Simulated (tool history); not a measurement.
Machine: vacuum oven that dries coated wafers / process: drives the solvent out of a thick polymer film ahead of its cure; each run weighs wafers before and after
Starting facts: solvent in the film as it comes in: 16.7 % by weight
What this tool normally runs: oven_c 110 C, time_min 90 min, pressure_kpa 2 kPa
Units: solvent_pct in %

Run 1, hour 0: usual settings. Result: solvent_pct 2.52 %.
Run 2, hour 16.3: usual settings. Result: solvent_pct 2.48 %.
Run 3, hour 43.5: usual settings but pressure_kpa 4.56 kPa. Result: solvent_pct 4.97 %.
Run 4, hour 74: usual settings but pressure_kpa 4.56 kPa. Result: solvent_pct 4.97 %.
Run 5, hour 94.7: usual settings but pressure_kpa 4.56 kPa. Result: solvent_pct 5 %.
Run 6, hour 114.3: usual settings but pressure_kpa 4.56 kPa. Result: solvent_pct 4.93 %.
Run 7, hour 138.3: usual settings. Result: solvent_pct 2.48 %.
Run 8, hour 157.9: usual settings but pressure_kpa 5.82 kPa. Result: solvent_pct 6.28 %.
Run 9, hour 188.8: usual settings but oven_c 102 C, time_min 106 min, pressure_kpa 2.77 kPa. Result: solvent_pct 4.86 %.
Run 10, hour 214.1: usual settings but oven_c 102 C, time_min 106 min, pressure_kpa 2.77 kPa. Result: solvent_pct 4.9 %.
Run 11, hour 241.1: usual settings but oven_c 102 C, time_min 106 min, pressure_kpa 2.77 kPa. Result: solvent_pct 4.94 %.
Run 12, hour 254.9: usual settings but oven_c 114 C, time_min 106 min. Result: solvent_pct 1.81 %.
Run 13, hour 276.6: usual settings but pressure_kpa 1.15 kPa. Result: solvent_pct 1.65 %.

Below are 4 alternative next runs, each starting from the tool's condition after run 13. Predict each:
Run A, hour 300.2: usual settings but oven_c 121 C, time_min 145 min. Result: solvent_pct ?.
Run B, hour 300.2: usual settings but oven_c 106 C, time_min 137 min, pressure_kpa 7.18 kPa. Result: solvent_pct ?.
Run C, hour 300.2: usual settings but oven_c 122 C, time_min 105 min, pressure_kpa 1.74 kPa. Result: solvent_pct ?.
Run D, hour 300.2: usual settings but time_min 55 min, pressure_kpa 3.27 kPa. Result: solvent_pct ?.

run  solvent_pct
  A         1.36
  B         8.55
  C         1.19
  D         4.84
What these runs would have given with no unlogged condition in the tool:
run  solvent_pct
  A         1.36
  B         8.54
  C         1.19
  D         4.83
